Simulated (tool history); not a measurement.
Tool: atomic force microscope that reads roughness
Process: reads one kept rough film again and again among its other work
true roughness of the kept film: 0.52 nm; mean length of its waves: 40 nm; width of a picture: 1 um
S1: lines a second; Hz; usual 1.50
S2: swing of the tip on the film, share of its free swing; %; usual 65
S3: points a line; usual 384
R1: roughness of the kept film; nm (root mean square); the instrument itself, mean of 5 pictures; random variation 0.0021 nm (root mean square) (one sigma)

{"run": 1, "hour": 0.0, "S1": 1.5, "S2": 65, "S3": 384, "R1": 0.502}
{"run": 2, "hour": 9.1, "S1": 1.5, "S2": 65, "S3": 384, "R1": 0.501}
{"run": 3, "hour": 13.8, "S1": 1.5, "S2": 65, "S3": 384, "R1": 0.506}
{"run": 4, "hour": 19.2, "S1": 1.5, "S2": 65, "S3": 384, "R1": 0.506}
{"run": 5, "hour": 24.8, "S1": 1.5, "S2": 84, "S3": 384, "R1": 0.485}
{"run": 6, "hour": 32.3, "S1": 1.5, "S2": 84, "S3": 384, "R1": 0.484}
{"run": 7, "hour": 38.5, "S1": 1.5, "S2": 65, "S3": 384, "R1": 0.505}
{"run": 8, "hour": 43.5, "S1": 1.41, "S2": 65, "S3": 384, "R1": 0.5}
{"run": 9, "hour": 50.7, "S1": 1.41, "S2": 81, "S3": 384, "R1": 0.489}
{"run": 10, "hour": 55.7, "S1": 1.5, "S2": 68, "S3": 384, "R1": 0.5}
{"run": 11, "hour": 63.5, "S1": 1.5, "S2": 68, "S3": 384, "R1": 0.498}
{"run": 12, "hour": 70.2, "S1": 1.5, "S2": 68, "S3": 384, "R1": 0.495}
{"run": 13, "hour": 74.9, "S1": 1.5, "S2": 65, "S3": 645, "R1": 0.501}
{"run": 14, "hour": 80.7, "S1": 1.5, "S2": 65, "S3": 645, "R1": 0.504}
{"run": 15, "hour": 88.3, "S1": 1.5, "S2": 65, "S3": 645, "R1": 0.502}
{"run": 16, "hour": 94.4, "S1": 1.5, "S2": 65, "S3": 645, "R1": 0.496}
{"run": 17, "hour": 98.9, "S1": 1.5, "S2": 65, "S3": 645, "R1": 0.503}
{"run": 18, "hour": 108.0, "S1": 1.5, "S2": 65, "S3": 645, "R1": 0.5}
{"run": 19, "hour": 116.1, "S1": 1.5, "S2": 65, "S3": 384, "R1": 0.499}
{"run": 20, "hour": 120.7, "S1": 1.5, "S2": 65, "S3": 384, "R1": 0.496}
{"run": 21, "hour": 125.8, "S1": 1.5, "S2": 65, "S3": 384, "R1": 0.496}
{"run": 22, "hour": 130.4, "S1": 1.5, "S2": 65, "S3": 384, "R1": 0.497}
{"hour": 137.8, "done": "new tip fitted"}
{"run": 23, "hour": 138.1, "S1": 1.5, "S2": 65, "S3": 384, "R1": 0.503}
{"run": 24, "hour": 147.5, "S1": 1.5, "S2": 65, "S3": 384, "R1": 0.501}
{"run": 25, "hour": 154.1, "S1": 1.5, "S2": 65, "S3": 384, "R1": 0.502}
{"run": 26, "hour": 158.2, "S1": 1.5, "S2": 65, "S3": 384, "R1": 0.501}
{"run": 27, "hour": 164.9, "S1": 1.5, "S2": 65, "S3": 384, "R1": 0.499}
{"run": 28, "hour": 173.0, "S1": 0.75, "S2": 65, "S3": 391, "R1": 0.508}
{"run": 29, "hour": 177.0, "S1": 0.75, "S2": 82, "S3": 906, "R1": 0.5}
{"run": 30, "hour": 182.8, "S1": 1.5, "S2": 60, "S3": 364, "R1": 0.504}
{"run": 31, "hour": 187.6, "S1": 1.5, "S2": 60, "S3": 364, "R1": 0.505}
{"run": 32, "hour": 193.7, "S1": 1.5, "S2": 60, "S3": 364, "R1": 0.503}
{"run": 33, "hour": 200.5, "S1": 1.5, "S2": 60, "S3": 364, "R1": 0.505}
{"run": 34, "hour": 205.5, "S1": 2.17, "S2": 69, "S3": 703, "R1": 0.495}
{"run": 35, "hour": 213.0, "S1": 3.24, "S2": 56, "S3": 471, "R1": 0.498}
{"run": 36, "hour": 217.4, "S1": 1.42, "S2": 73, "S3": 377, "R1": 0.498}
{"run": 37, "hour": 222.7, "S1": 1.42, "S2": 73, "S3": 377, "R1": 0.496}
{"run": 38, "hour": 230.4, "S1": 1.5, "S2": 61, "S3": 298, "R1": 0.499}
{"run": 39, "hour": 235.3, "S1": 1.5, "S2": 61, "S3": 298, "R1": 0.505}
{"run": 40, "hour": 243.9, "S1": 1.5, "S2": 61, "S3": 298, "R1": 0.504}
{"run": 41, "hour": 252.9, "S1": 1.5, "S2": 73, "S3": 298, "R1": 0.492}
{"run": 42, "hour": 261.9, "S1": 1.92, "S2": 66, "S3": 298, "R1": 0.5}
{"run": 43, "hour": 271.2, "S1": 2.25, "S2": 73, "S3": 906, "R1": 0.485}
{"run": 44, "hour": 275.8, "S1": 0.62, "S2": 64, "S3": 342, "R1": 0.503}
{"run": 45, "hour": 282.9, "S1": 1.72, "S2": 60, "S3": 688, "R1": 0.503}
{"run": 46, "hour": 291.1, "S1": 3.77, "S2": 60, "S3": 602, "R1": 0.495}
{"run": 47, "hour": 296.0, "S1": 1.5, "S2": 58, "S3": 384, "R1": 0.505}
{"run": 48, "hour": 305.5, "S1": 1.5, "S2": 58, "S3": 384, "R1": 0.502}
{"run": 49, "hour": 309.4, "S1": 2.64, "S2": 70, "S3": 265, "R1": 0.483}
{"run": 50, "hour": 317.4, "S1": 2.64, "S2": 70, "S3": 265, "R1": 0.482}
{"run": 51, "hour": 323.2, "S1": 1.4, "S2": 63, "S3": 690, "R1": 0.497}
{"run": 52, "hour": 331.5, "S1": 0.72, "S2": 63, "S3": 690, "R1": 0.507}
{"run": 53, "hour": 339.9, "S1": 1.11, "S2": 56, "S3": 494, "R1": 0.505}

Hidden state or all else? Some run-to-run changes of R1, split into what the settings, what came in and random variation would give without the hidden state, and what is left for the hidden state (with any gauge scatter that isn't in both results):
The hidden state here: radius of the tip, nm; height scale over the true one, %; drift of the gauge itself on roughness_nm, %.
Run 4 -> 5: S2 65 -> 84. R1 -0.021 nm (root mean square): hidden state +0.000, all else -0.021.
Run 6 -> 7: S2 84 -> 65. R1 +0.021 nm (root mean square): hidden state +0.000, all else +0.021.
Run 7 -> 8: S1 1.50 -> 1.41. R1 -0.005 nm (root mean square): hidden state -0.001, all else -0.004.
Run 11 -> 12: no setting changed, nothing entered. R1 -0.003 nm (root mean square): hidden state -0.001, all else -0.002.
Run 22 -> 23: new tip fitted. R1 +0.006 nm (root mean square): hidden state +0.004, all else +0.002.
Run 48 -> 49: S1 1.50 -> 2.64, S2 58 -> 70, S3 384 -> 265. R1 -0.019 nm (root mean square): hidden state +0.001, all else -0.020.
